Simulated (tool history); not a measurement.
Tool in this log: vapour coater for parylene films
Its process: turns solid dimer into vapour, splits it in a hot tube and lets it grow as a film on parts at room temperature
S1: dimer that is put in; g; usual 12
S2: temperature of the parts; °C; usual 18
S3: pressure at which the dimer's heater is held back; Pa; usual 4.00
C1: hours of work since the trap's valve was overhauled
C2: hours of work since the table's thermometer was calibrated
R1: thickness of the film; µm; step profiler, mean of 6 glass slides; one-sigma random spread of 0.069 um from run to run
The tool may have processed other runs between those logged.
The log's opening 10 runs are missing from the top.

run 11 hour=113.9 | S1=12 S2=24 S3=4.00 | C1=351 C2=243 | R1=7.34
run 12 hour=124.6 | S1=12 S2=24 S3=4.00 | C1=358 C2=251 | R1=7.21
run 13 hour=132.0 | S1=12 S2=24 S3=4.00 | C1=363 C2=256 | R1=7.27
run 14 hour=142.4 | S1=22 S2=24 S3=4.00 | C1=371 C2=263 | R1=13.45
run 15 hour=152.6 | S1=22 S2=24 S3=4.00 | C1=378 C2=270 | R1=13.45
run 16 hour=160.6 | S1=22 S2=24 S3=4.00 | C1=383 C2=276 | R1=13.44
run 17 hour=176.6 | S1=22 S2=24 S3=2.67 | C1=394 C2=287 | R1=14.69
run 18 hour=187.1 | S1=22 S2=24 S3=2.67 | C1=402 C2=294 | R1=14.92
run 19 hour=195.3 | S1=22 S2=24 S3=2.67 | C1=407 C2=300 | R1=15.07
run 20 hour=207.8 | S1=22 S2=24 S3=2.67 | C1=416 C2=308 | R1=15.04
run 21 hour=217.1 | S1=22 S2=24 S3=2.67 | C1=422 C2=315 | R1=14.87
run 22 hour=227.5 | S1=12 S2=18 S3=2.43 | C1=430 C2=322 | R1=9.26
run 23 hour=237.4 | S1=12 S2=18 S3=4.00 | C1=437 C2=329 | R1=8.13
run 24 hour=251.1 | S1=12 S2=18 S3=4.00 | C1=446 C2=338 | R1=8.15
run 25 hour=263.5 | S1=17 S2=16 S3=3.19 | C1=455 C2=347 | R1=12.79
run 26 hour=273.3 | S1=9 S2=28 S3=8.07 | C1=461 C2=354 | R1=4.34

Forecast run 27:
run 27 hour=284.7 | S1=9 S2=28 S3=8.07 | C1=469 C2=362 | R1=?

R1: 4.29 µm
Had the tool carried no hidden state, the very same run would have given R1 4.31 µm.
